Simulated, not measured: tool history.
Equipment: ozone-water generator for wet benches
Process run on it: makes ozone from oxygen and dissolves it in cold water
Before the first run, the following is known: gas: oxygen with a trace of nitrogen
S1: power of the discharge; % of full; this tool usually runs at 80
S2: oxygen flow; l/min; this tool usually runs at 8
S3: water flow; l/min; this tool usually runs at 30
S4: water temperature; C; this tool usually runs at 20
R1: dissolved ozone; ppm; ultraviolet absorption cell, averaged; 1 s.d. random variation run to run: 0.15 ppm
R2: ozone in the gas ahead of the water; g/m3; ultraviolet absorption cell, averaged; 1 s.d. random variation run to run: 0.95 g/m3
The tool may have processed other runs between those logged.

run 1 hour=0 | S1=80 S2=8 S3=30 S4=20 | R1=19.3 R2=159
run 2 hour=58.3 | S1=80 S2=8 S3=30 S4=20 | R1=19.2 R2=161
run 3 hour=113.3 | S1=80 S2=8 S3=35 S4=20 | R1=17.3 R2=160.3
run 4 hour=159.7 | S1=80 S2=8 S3=30 S4=20 | R1=19.3 R2=160.7
run 5 hour=194.5 | S1=80 S2=8 S3=30 S4=20 | R1=19.3 R2=162.3
run 6 hour=220.7 | S1=80 S2=8 S3=30 S4=20 | R1=19.1 R2=161.6
run 7 hour=256.1 | S1=80 S2=8 S3=30 S4=20 | R1=18.9 R2=160.6
run 8 hour=300.9 | S1=80 S2=8 S3=30 S4=20 | R1=19.3 R2=160.2
run 9 hour=327 | S1=55 S2=8 S3=30 S4=20 | R1=14.5 R2=121
run 10 hour=356.3 | S1=75 S2=8 S3=30 S4=24 | R1=17 R2=154.1
run 11 hour=387.9 | S1=45 S2=8 S3=19 S4=24 | R1=14.9 R2=104.1
run 12 hour=439.9 | S1=45 S2=8 S3=19 S4=24 | R1=14.9 R2=103
run 13 hour=467.7 | S1=55 S2=7.64 S3=19 S4=24 | R1=17.5 R2=125.4
run 14 hour=499 | S1=55 S2=7.64 S3=19 S4=24 | R1=17.6 R2=124.1
run 15 hour=537.2 | S1=43 S2=4.55 S3=30 S4=20 | R1=12.3 R2=146.1

Alternative continuations, all from the tool just after run 15; predict every row:
run A hour=580.9 | S1=91 S2=8 S3=30 S4=20 | R1=? R2=?
run B hour=580.9 | S1=43 S2=7.1 S3=30 S4=13 | R1=? R2=?
run C hour=580.9 | S1=74 S2=9.95 S3=30 S4=12 | R1=? R2=?
run D hour=580.9 | S1=86 S2=8.33 S3=30 S4=13 | R1=? R2=?
run E hour=580.9 | S1=80 S2=8.97 S3=24 S4=28 | R1=? R2=?

run=A R1=21.1 R2=179
run=B R1=13.2 R2=109
run=C R1=19.9 R2=131.9
run=D R1=22.4 R2=167.6
run=E R1=18.6 R2=150.3
Take away the tool's hidden state, keep each run's random variation, and the runs would have read:
run=A R1=21.1 R2=177.3
run=B R1=13.2 R2=107.9
run=C R1=19.9 R2=130.6
run=D R1=22.4 R2=166
run=E R1=18.6 R2=148.8
